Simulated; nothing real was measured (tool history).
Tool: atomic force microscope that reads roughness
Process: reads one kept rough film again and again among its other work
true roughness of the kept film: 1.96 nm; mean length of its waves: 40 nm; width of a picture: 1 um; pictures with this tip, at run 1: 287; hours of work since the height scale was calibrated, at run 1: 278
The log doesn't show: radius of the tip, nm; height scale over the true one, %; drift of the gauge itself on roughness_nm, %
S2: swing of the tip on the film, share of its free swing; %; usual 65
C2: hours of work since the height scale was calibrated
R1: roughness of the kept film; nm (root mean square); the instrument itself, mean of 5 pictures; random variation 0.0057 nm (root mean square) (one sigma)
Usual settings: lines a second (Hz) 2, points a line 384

run 1 hour=0 | lines_a_second_(Hz)=2 S2=65 points_a_line=384 | pictures_with_this_tip=287 C2=278 | R1=1.655
-- hour=3.7 new tip fitted
run 2 hour=13.1 | lines_a_second_(Hz)=2 S2=65 points_a_line=384 | pictures_with_this_tip=19 C2=287 | R1=1.723
run 3 hour=28.4 | lines_a_second_(Hz)=2 S2=65 points_a_line=384 | pictures_with_this_tip=50 C2=297 | R1=1.712
run 4 hour=38.5 | lines_a_second_(Hz)=2 S2=63 points_a_line=384 | pictures_with_this_tip=70 C2=304 | R1=1.731
run 5 hour=55.7 | lines_a_second_(Hz)=2 S2=63 points_a_line=384 | pictures_with_this_tip=105 C2=316 | R1=1.713
run 6 hour=70.9 | lines_a_second_(Hz)=2 S2=63 points_a_line=384 | pictures_with_this_tip=136 C2=326 | R1=1.714
run 7 hour=80.9 | lines_a_second_(Hz)=2 S2=65 points_a_line=457 | pictures_with_this_tip=156 C2=332 | R1=1.694
run 8 hour=92.2 | lines_a_second_(Hz)=2 S2=65 points_a_line=384 | pictures_with_this_tip=179 C2=340 | R1=1.674
run 9 hour=110.3 | lines_a_second_(Hz)=2 S2=65 points_a_line=384 | pictures_with_this_tip=215 C2=352 | R1=1.678
run 10 hour=129.4 | lines_a_second_(Hz)=2 S2=65 points_a_line=384 | pictures_with_this_tip=254 C2=365 | R1=1.658
run 11 hour=144.7 | lines_a_second_(Hz)=2 S2=65 points_a_line=384 | pictures_with_this_tip=285 C2=375 | R1=1.653
-- hour=150.7 new tip fitted
run 12 hour=162.4 | lines_a_second_(Hz)=2 S2=65 points_a_line=384 | pictures_with_this_tip=23 C2=387 | R1=1.732
run 13 hour=170.5 | lines_a_second_(Hz)=2 S2=65 points_a_line=384 | pictures_with_this_tip=40 C2=392 | R1=1.717
run 14 hour=181.2 | lines_a_second_(Hz)=2 S2=65 points_a_line=598 | pictures_with_this_tip=61 C2=400 | R1=1.727
run 15 hour=192.6 | lines_a_second_(Hz)=2 S2=65 points_a_line=598 | pictures_with_this_tip=84 C2=407 | R1=1.714
run 16 hour=201.5 | lines_a_second_(Hz)=2 S2=65 points_a_line=505 | pictures_with_this_tip=102 C2=413 | R1=1.712
run 17 hour=214 | lines_a_second_(Hz)=2 S2=82 points_a_line=384 | pictures_with_this_tip=127 C2=422 | R1=1.54
run 18 hour=229.1 | lines_a_second_(Hz)=2 S2=82 points_a_line=384 | pictures_with_this_tip=158 C2=432 | R1=1.531
run 19 hour=239.5 | lines_a_second_(Hz)=2 S2=65 points_a_line=384 | pictures_with_this_tip=179 C2=439 | R1=1.671
run 20 hour=254.3 | lines_a_second_(Hz)=2 S2=82 points_a_line=384 | pictures_with_this_tip=209 C2=449 | R1=1.525
run 21 hour=271.5 | lines_a_second_(Hz)=2 S2=65 points_a_line=384 | pictures_with_this_tip=244 C2=460 | R1=1.666
run 22 hour=282 | lines_a_second_(Hz)=2 S2=65 points_a_line=292 | pictures_with_this_tip=265 C2=467 | R1=1.653
-- hour=297.2 new tip fitted
run 23 hour=298 | lines_a_second_(Hz)=2 S2=65 points_a_line=292 | pictures_with_this_tip=2 C2=478 | R1=1.729
run 24 hour=308.1 | lines_a_second_(Hz)=2 S2=65 points_a_line=292 | pictures_with_this_tip=22 C2=484 | R1=1.729
run 25 hour=326.4 | lines_a_second_(Hz)=2 S2=65 points_a_line=292 | pictures_with_this_tip=59 C2=497 | R1=1.727
run 26 hour=336.5 | lines_a_second_(Hz)=2 S2=86 points_a_line=384 | pictures_with_this_tip=80 C2=504 | R1=1.502
run 27 hour=351.7 | lines_a_second_(Hz)=0.51 S2=55 points_a_line=767 | pictures_with_this_tip=110 C2=514 | R1=1.824
run 28 hour=360.3 | lines_a_second_(Hz)=0.56 S2=79 points_a_line=729 | pictures_with_this_tip=128 C2=520 | R1=1.744
run 29 hour=379.1 | lines_a_second_(Hz)=1.03 S2=81 points_a_line=377 | pictures_with_this_tip=166 C2=532 | R1=1.664
run 30 hour=387.4 | lines_a_second_(Hz)=2.92 S2=65 points_a_line=384 | pictures_with_this_tip=182 C2=538 | R1=1.636
-- hour=389.7 height scale calibrated on a step standard
run 31 hour=401 | lines_a_second_(Hz)=2.92 S2=65 points_a_line=384 | pictures_with_this_tip=208 C2=8 | R1=1.637
run 32 hour=410.6 | lines_a_second_(Hz)=0.52 S2=65 points_a_line=885 | pictures_with_this_tip=227 C2=14 | R1=1.762
run 33 hour=423.3 | lines_a_second_(Hz)=2.03 S2=57 points_a_line=572 | pictures_with_this_tip=253 C2=23 | R1=1.727
-- hour=426.2 height scale calibrated on a step standard, once more
run 34 hour=438.9 | lines_a_second_(Hz)=2.03 S2=57 points_a_line=572 | pictures_with_this_tip=282 C2=9 | R1=1.709
-- hour=445.6 new tip fitted
run 35 hour=455 | lines_a_second_(Hz)=2.03 S2=74 points_a_line=310 | pictures_with_this_tip=19 C2=19 | R1=1.643
run 36 hour=464.8 | lines_a_second_(Hz)=2 S2=56 points_a_line=893 | pictures_with_this_tip=39 C2=26 | R1=1.78
run 37 hour=479.4 | lines_a_second_(Hz)=1.62 S2=84 points_a_line=982 | pictures_with_this_tip=68 C2=35 | R1=1.593
run 38 hour=494.3 | lines_a_second_(Hz)=0.83 S2=57 points_a_line=288 | pictures_with_this_tip=98 C2=45 | R1=1.797
run 39 hour=513.7 | lines_a_second_(Hz)=1 S2=81 points_a_line=384 | pictures_with_this_tip=137 C2=58 | R1=1.668
run 40 hour=523.6 | lines_a_second_(Hz)=1.03 S2=62 points_a_line=384 | pictures_with_this_tip=157 C2=65 | R1=1.762
run 41 hour=542.1 | lines_a_second_(Hz)=1.03 S2=62 points_a_line=384 | pictures_with_this_tip=195 C2=78 | R1=1.746
run 42 hour=552.8 | lines_a_second_(Hz)=1.03 S2=62 points_a_line=384 | pictures_with_this_tip=216 C2=85 | R1=1.748
run 43 hour=564.8 | lines_a_second_(Hz)=1.03 S2=62 points_a_line=384 | pictures_with_this_tip=240 C2=93 | R1=1.738

Some steps in R1 between neighbouring runs. How much of each would the tool show without its hidden state too (settings, what came in, random variation), and how much is left for the hidden state, with any gauge scatter that isn't in both results?
Run 11 -> 12: new tip fitted. R1 +0.079 nm (root mean square): hidden state +0.076, all else +0.003.
Run 22 -> 23: new tip fitted. R1 +0.076 nm (root mean square): hidden state +0.078, all else -0.002.
Run 25 -> 26: S2 65 -> 86, points a line 292 -> 384. R1 -0.225 nm (root mean square): hidden state -0.003, all else -0.222.
Run 26 -> 27: lines a second (Hz) 2 -> 0.51, S2 86 -> 55, points a line 384 -> 767. R1 +0.322 nm (root mean square): hidden state -0.014, all else +0.336.
Run 34 -> 35: S2 57 -> 74, points a line 572 -> 310, new tip fitted. R1 -0.066 nm (root mean square): hidden state +0.081, all else -0.147.
Run 37 -> 38: lines a second (Hz) 1.62 -> 0.83, S2 84 -> 57, points a line 982 -> 288. R1 +0.204 nm (root mean square): hidden state -0.012, all else +0.216.
